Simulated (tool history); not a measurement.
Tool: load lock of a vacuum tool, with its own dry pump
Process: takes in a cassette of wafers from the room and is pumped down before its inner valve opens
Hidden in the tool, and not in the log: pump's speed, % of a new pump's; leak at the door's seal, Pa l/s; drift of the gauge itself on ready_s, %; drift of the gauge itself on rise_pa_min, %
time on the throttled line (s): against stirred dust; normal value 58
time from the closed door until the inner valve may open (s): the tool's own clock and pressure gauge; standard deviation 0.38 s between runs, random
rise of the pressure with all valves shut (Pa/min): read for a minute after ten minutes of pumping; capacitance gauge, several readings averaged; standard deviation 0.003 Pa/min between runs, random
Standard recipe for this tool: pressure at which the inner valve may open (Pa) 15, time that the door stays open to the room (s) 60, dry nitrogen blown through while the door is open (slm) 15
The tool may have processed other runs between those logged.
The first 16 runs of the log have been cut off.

| run | hour | time on the throttled line (s) | pressure at which the inner valve may open (Pa) | time that the door stays open to the room (s) | dry nitrogen blown through while the door is open (slm) | hours that the pump has run since its overhaul | times that the door has closed on its seal | incoming humidity of the room's air, % | time from the closed door until the inner valve may open (s) | rise of the pressure with all valves shut (Pa/min) |
|---|---|---|---|---|---|---|---|---|---|---|
| 17 | 4851.3 | 58 | 15 | 60 | 9 | 16382 | 25685 | 46.8 | 92.8 | 0.031 |
| 18 | 5163.4 | 58 | 15 | 60 | 15 | 16695 | 26916 | 45.3 | 92.7 | 0.027 |
| 19 | 5501.0 | 58 | 15 | 60 | 15 | 17032 | 28248 | 48.0 | 92.9 | 0.030 |
| 20 | 5820.3 | 58 | 15 | 60 | 15 | 17351 | 29507 | 44.8 | 92.5 | 0.028 |
| 21 | 6050.2 | 58 | 15 | 60 | 15 | 17581 | 30414 | 49.2 | 93.1 | 0.030 |
| 22 | 6375.8 | 44 | 15 | 60 | 15 | 17907 | 31698 | 43.3 | 81.9 | 0.030 |
| 23 | 6585.2 | 65 | 25 | 60 | 7 | 18116 | 32524 | 44.4 | 95.9 | 0.035 |
| 24 | 6853.2 | 71 | 20 | 60 | 15 | 18384 | 33581 | 47.2 | 102.2 | 0.024 |
| 25 | 7044.3 | 58 | 12 | 60 | 15 | 18575 | 34335 | 45.8 | 94.3 | 0.024 |
| 26 | 7432.7 | 58 | 12 | 28 | 15 | 18964 | 35867 | 45.1 | 93.9 | 0.018 |
| 27 | 7790.8 | 58 | 15 | 38 | 25 | 19322 | 37279 | 45.2 | 92.7 | 0.019 |
| 28 | 8066.6 | 58 | 15 | 38 | 25 | 19598 | 38367 | 42.5 | 93.5 | 0.016 |
| 29 | 8274.7 | 86 | 15 | 60 | 15 | 19806 | 39188 | 44.5 | 116.0 | 0.023 |
| 30 | 8672.6 | 86 | 15 | 60 | 15 | 20204 | 40757 | 44.1 | 116.5 | 0.028 |
| 31 | 8845.3 | 53 | 15 | 60 | 15 | 20376 | 41439 | 46.8 | 87.8 | 0.027 |
| 32 | 9194.2 | 46 | 15 | 142 | 10 | 20725 | 42815 | 43.8 | 83.5 | 0.054 |
| 33 | 9507.3 | 46 | 28 | 55 | 10 | 21038 | 44049 | 43.2 | 79.2 | 0.029 |
| 34 | 9815.8 | 58 | 22 | 60 | 8 | 21347 | 45266 | 43.0 | 91.6 | 0.031 |
|  | 10066.5 | dry pump taken out, an overhauled one fitted |
| 35 | 10066.5 | 58 | 22 | 60 | 8 | 0 | 46231 | 45.8 | 90.9 | 0.032 |
| 36 | 10292.0 | 58 | 18 | 60 | 6 | 226 | 47121 | 47.4 | 92.3 | 0.033 |

Each row is a separate what-if for the run after 36, all from the same tool condition, not one after another. Results?
| A | 10588.8 | 44 | 18 | 60 | 43 | 522 | 48292 | 45.6 | ? | ? |
| B | 10588.8 | 58 | 18 | 204 | 13 | 522 | 48292 | 44.6 | ? | ? |
| C | 10588.8 | 58 | 10 | 60 | 15 | 522 | 48292 | 42.3 | ? | ? |
| D | 10588.8 | 58 | 12 | 69 | 19 | 522 | 48292 | 44.1 | ? | ? |
| E | 10588.8 | 58 | 15 | 86 | 43 | 522 | 48292 | 46.3 | ? | ? |

| run | time from the closed door until the inner valve may open (s) | rise of the pressure with all valves shut (Pa/min) |
|---|---|---|
| A | 80.3 | 0.019 |
| B | 92.5 | 0.071 |
| C | 95.2 | 0.025 |
| D | 93.6 | 0.026 |
| E | 93.2 | 0.018 |
Had the tool no hidden state, the same runs would have come out as:
| run | time from the closed door until the inner valve may open (s) | rise of the pressure with all valves shut (Pa/min) |
|---|---|---|
| A | 80.3 | 0.018 |
| B | 92.5 | 0.070 |
| C | 95.2 | 0.024 |
| D | 93.6 | 0.025 |
| E | 93.2 | 0.017 |

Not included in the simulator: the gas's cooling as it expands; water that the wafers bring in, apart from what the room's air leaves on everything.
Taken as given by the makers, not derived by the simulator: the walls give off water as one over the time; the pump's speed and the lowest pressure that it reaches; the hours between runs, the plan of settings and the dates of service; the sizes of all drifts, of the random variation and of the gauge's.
